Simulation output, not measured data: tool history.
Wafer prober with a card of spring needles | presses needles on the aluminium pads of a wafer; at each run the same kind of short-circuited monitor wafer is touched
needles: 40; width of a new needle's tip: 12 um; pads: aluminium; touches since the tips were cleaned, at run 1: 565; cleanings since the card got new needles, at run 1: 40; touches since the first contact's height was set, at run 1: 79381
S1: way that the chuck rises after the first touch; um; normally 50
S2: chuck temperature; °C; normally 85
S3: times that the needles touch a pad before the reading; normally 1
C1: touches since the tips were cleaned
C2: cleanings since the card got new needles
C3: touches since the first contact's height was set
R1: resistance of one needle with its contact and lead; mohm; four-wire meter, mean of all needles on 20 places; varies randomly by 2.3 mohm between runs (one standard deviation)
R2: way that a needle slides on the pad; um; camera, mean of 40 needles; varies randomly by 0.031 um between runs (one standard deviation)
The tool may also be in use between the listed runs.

run,hour,S1,S2,S3,C1,C2,C3,R1,R2
1,0,50,85,1,565,40,79381,322,8.17
# hour 8.4: tips cleaned on abrasive film
# hour 18.9: tips cleaned on abrasive film
# hour 29.4: tips cleaned on abrasive film
# hour 39.9: tips cleaned on abrasive film
2,42.8,50,85,1,2068,44,109181,412,8.2
# hour 49.2: tips cleaned on abrasive film
# hour 59.6: tips cleaned on abrasive film
# hour 70.1: tips cleaned on abrasive film
# hour 80.6: tips cleaned on abrasive film
3,81.2,50,85,3,438,48,135890,284,8.08
# hour 89.7: tips cleaned on abrasive film
# hour 98.1: tips cleaned on abrasive film
# hour 108.6: tips cleaned on abrasive film
# hour 119.1: tips cleaned on abrasive film
4,119.6,50,85,3,388,52,162551,287,8.03
# hour 128: tips cleaned on abrasive film
# hour 138.5: tips cleaned on abrasive film
# hour 149: tips cleaned on abrasive film
# hour 157.4: tips cleaned on abrasive film
# hour 167.9: tips cleaned on abrasive film
5,171,50,85,1,2191,57,198315,407,7.94
# hour 175.5: height of the first contact set anew
# hour 177.7: tips cleaned on abrasive film
# hour 188.1: tips cleaned on abrasive film
# hour 198.6: tips cleaned on abrasive film
6,205.1,50,85,1,4567,60,20622,453,8.31
# hour 207.3: tips cleaned on abrasive film
# hour 217.8: tips cleaned on abrasive film
# hour 226.2: tips cleaned on abrasive film
# hour 235.5: tips cleaned on abrasive film
7,235.5,50,85,1,0,64,41676,277,8.24
# hour 246: tips cleaned on abrasive film
# hour 256.5: tips cleaned on abrasive film
# hour 267: tips cleaned on abrasive film
# hour 275.4: tips cleaned on abrasive film
# hour 284.5: tips cleaned on abrasive film
8,284.5,50,43,1,0,69,75725,273,8.22
# hour 292.9: tips cleaned on abrasive film
# hour 303.4: tips cleaned on abrasive film
# hour 311.8: tips cleaned on abrasive film
9,317.8,50,44,1,4225,72,98925,484,8.18
# hour 322.1: tips cleaned on abrasive film
# hour 330.5: tips cleaned on abrasive film
# hour 341: tips cleaned on abrasive film
# hour 349.4: tips cleaned on abrasive film
10,352.9,50,44,1,2494,76,123313,429,8.08
# hour 359.3: tips cleaned on abrasive film
# hour 369.8: tips cleaned on abrasive film
# hour 380.2: tips cleaned on abrasive film
11,381.4,48,86,3,795,79,143082,305,7.71
# hour 389.8: tips cleaned on abrasive film
# hour 400.3: tips cleaned on abrasive film
12,405.8,50,105,1,3895,81,160113,483,8
# hour 410.1: tips cleaned on abrasive film
# hour 420.6: tips cleaned on abrasive film
# hour 431.1: tips cleaned on abrasive film
13,435.3,32,99,1,2980,84,180609,757,4.95
# hour 439.5: tips cleaned on abrasive film
# hour 450: tips cleaned on abrasive film
# hour 460.5: tips cleaned on abrasive film
14,462.7,63,34,2,1560,87,199675,308,10.12
# hour 465.1: height of the first contact set anew
# hour 469.4: tips cleaned on abrasive film
# hour 479.9: tips cleaned on abrasive film
# hour 490.4: tips cleaned on abrasive film
# hour 500.8: tips cleaned on abrasive film
# hour 511.3: tips cleaned on abrasive film
15,515.8,63,34,2,3122,92,35232,329,10.52

Alternative continuations, all from the tool just after run 15; predict every row:
# hour 520: tips cleaned on abrasive film
# hour 530.5: tips cleaned on abrasive film
# hour 541: tips cleaned on abrasive film
A,546.1,50,85,3,3577,95,56323,?,?
# hour 520: tips cleaned on abrasive film
# hour 530.5: tips cleaned on abrasive film
# hour 541: tips cleaned on abrasive film
B,546.1,57,85,2,3577,95,56323,?,?
# hour 520: tips cleaned on abrasive film
# hour 530.5: tips cleaned on abrasive film
# hour 541: tips cleaned on abrasive film
C,546.1,63,46,1,3577,95,56323,?,?
# hour 520: tips cleaned on abrasive film
# hour 530.5: tips cleaned on abrasive film
# hour 541: tips cleaned on abrasive film
D,546.1,69,33,2,3577,95,56323,?,?

run,R1,R2
A,343,8.24
B,368,9.45
C,406,10.46
D,324,11.5
Without the tool's unlogged condition, the same runs would have read:
run,R1,R2
A,259,8.36
B,260,9.57
C,250,10.58
D,242,11.62

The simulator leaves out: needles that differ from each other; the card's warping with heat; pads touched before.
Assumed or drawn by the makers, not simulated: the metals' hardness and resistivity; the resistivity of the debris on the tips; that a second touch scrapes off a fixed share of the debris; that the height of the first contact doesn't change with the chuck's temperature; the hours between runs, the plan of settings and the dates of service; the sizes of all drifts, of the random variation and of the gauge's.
